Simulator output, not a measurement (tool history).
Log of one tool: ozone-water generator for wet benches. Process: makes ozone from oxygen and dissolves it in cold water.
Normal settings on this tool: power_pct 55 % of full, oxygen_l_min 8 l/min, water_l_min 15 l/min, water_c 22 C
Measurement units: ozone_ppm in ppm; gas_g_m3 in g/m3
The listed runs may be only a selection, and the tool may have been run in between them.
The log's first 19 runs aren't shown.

run	hour	power_pct	oxygen_l_min	water_l_min	water_c	hours of work since the electrodes were changed	hours of work since the contactor was cleaned	hours of work since the thermometer was calibrated	ozone_ppm	gas_g_m3
20	577.4	94	8	15	22	1489	102	1140	28.3	223.7
21	605	94	8	15	22	1507	119	1157	28.2	220.8
22	646.1	59	8	15	22	1532	144	1182	18.6	146.1
23	674.8	65	8	17	19	1550	162	1200	19.8	160.2
# hour 687.8: contactor cleaned, once more
24	699.2	55	5.25	10	22	1562	7	1212	27.7	183.7
25	725	71	13.52	15	17	1578	23	1228	21	118.3
26	773.8	64	4.12	12	22	1608	53	1258	30.1	246.7
27	796.5	64	4.12	9	22	1622	67	1272	37	247.4
28	829	64	10.56	9	16	1642	87	1292	28.6	129.6
29	859.1	88	10.2	24	19	1661	106	1311	19.2	176.9
30	880.7	42	12.62	24	19	1674	119	1324	9.4	78.1

The next listed run, before its measurement:
31	916.3	86	14.05	21	14	1696	141	1346	?	?

ozone_ppm: 20.5 ppm
gas_g_m3: 137 g/m3
Had the tool carried no hidden state, the very same run would have given ozone_ppm 21.5 ppm, gas_g_m3 143 g/m3.
